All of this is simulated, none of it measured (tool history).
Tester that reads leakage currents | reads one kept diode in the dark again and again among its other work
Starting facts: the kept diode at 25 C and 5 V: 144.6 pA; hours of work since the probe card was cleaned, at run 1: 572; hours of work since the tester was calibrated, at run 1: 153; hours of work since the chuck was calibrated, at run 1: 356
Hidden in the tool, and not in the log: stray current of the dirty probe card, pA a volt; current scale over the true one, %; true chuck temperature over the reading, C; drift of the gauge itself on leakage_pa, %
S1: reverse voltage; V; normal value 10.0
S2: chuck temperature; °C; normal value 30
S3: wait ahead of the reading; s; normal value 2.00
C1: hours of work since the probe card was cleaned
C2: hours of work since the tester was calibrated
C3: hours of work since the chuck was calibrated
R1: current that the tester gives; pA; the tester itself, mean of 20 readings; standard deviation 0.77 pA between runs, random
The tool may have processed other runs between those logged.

run,hour,S1,S2,S3,C1,C2,C3,R1
1,0.0,10.0,30,2.00,572,153,356,260.38
2,25.5,10.0,30,2.00,584,165,368,261.79
3,41.3,10.0,30,2.00,591,173,375,259.99
4,63.1,10.0,30,2.00,601,183,385,261.82
5,96.5,10.0,30,9.88,617,199,401,261.49
6,111.3,10.0,30,9.88,624,206,408,259.95
7,133.9,10.0,30,2.00,635,216,419,260.75
8,154.6,10.0,30,2.00,644,226,428,261.89
9,189.8,10.0,30,2.00,661,242,445,263.20
10,207.1,10.0,30,2.00,669,250,453,261.83
11,239.3,10.0,30,2.00,684,266,468,261.34
12,271.8,10.0,25,4.69,699,281,483,184.96
13,305.1,10.0,27,9.77,715,296,499,212.69
14,319.9,10.0,27,1.12,722,303,506,213.04
15,346.0,10.0,27,1.12,734,316,518,214.07
16,380.0,10.0,34,4.73,750,332,534,342.61
17,404.6,10.0,34,4.73,761,343,545,343.18
18,420.6,1.1,47,2.15,769,351,553,401.77

Each row is a separate what-if for the run after 18, all from the same tool condition, not one after another. Results?
A,445.0,2.0,53,2.15,780,362,564,?
B,445.0,10.0,30,6.30,780,362,564,?
C,445.0,10.0,58,1.89,780,362,564,?
D,445.0,1.1,31,0.89,780,362,564,?
E,445.0,10.2,51,0.45,780,362,564,?

run,R1
A,701.14
B,261.21
C,1550.44
D,138.20
E,1024.18
What these runs would have given with no unlogged condition in the tool:
run,R1
A,712.86
B,255.85
C,1569.19
D,140.09
E,1033.29
